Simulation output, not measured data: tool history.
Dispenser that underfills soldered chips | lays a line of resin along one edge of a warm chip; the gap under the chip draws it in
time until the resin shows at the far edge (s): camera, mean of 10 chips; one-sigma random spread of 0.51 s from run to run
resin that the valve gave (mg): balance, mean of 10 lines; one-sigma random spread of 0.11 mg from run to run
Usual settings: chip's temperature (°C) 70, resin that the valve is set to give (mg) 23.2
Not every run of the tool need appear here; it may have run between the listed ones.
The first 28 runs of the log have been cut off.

run	hour	chip's temperature (°C)	resin that the valve is set to give (mg)	time until the resin shows at the far edge (s)	resin that the valve gave (mg)
29	167.8	71	26.9	61.6	25.58
# hour 169.0: new syringe of resin
30	175.7	62	29.3	71.2	27.49
31	180.4	62	29.3	84.5	27.73
# hour 183.2: new syringe of resin
32	187.0	62	29.3	64.4	27.43
33	194.5	59	20.8	103.0	19.64
# hour 197.0: new syringe of resin
34	203.1	59	20.8	85.4	19.46
# hour 207.7: dispensing valve cleaned and set on the balance
35	211.0	64	19.9	88.6	19.84
# hour 211.8: new syringe of resin
36	215.9	63	29.7	61.5	29.56

4 ways to go on from here, each from the tool as it stands after run 36. What would each give?
A	223.9	70	20.2	?	?
B	223.9	56	27.3	?	?
C	223.9	67	25.1	?	?
D	223.9	63	30.0	?	?

run	time until the resin shows at the far edge (s)	resin that the valve gave (mg)
A	65.2	19.98
B	116.4	26.87
C	70.9	24.91
D	84.0	29.70
The same runs, with their run-to-run variation unchanged, on a tool lacking any hidden condition would have given:
run	time until the resin shows at the far edge (s)	resin that the valve gave (mg)
A	41.9	20.14
B	74.8	27.08
C	45.5	25.10
D	53.9	29.92
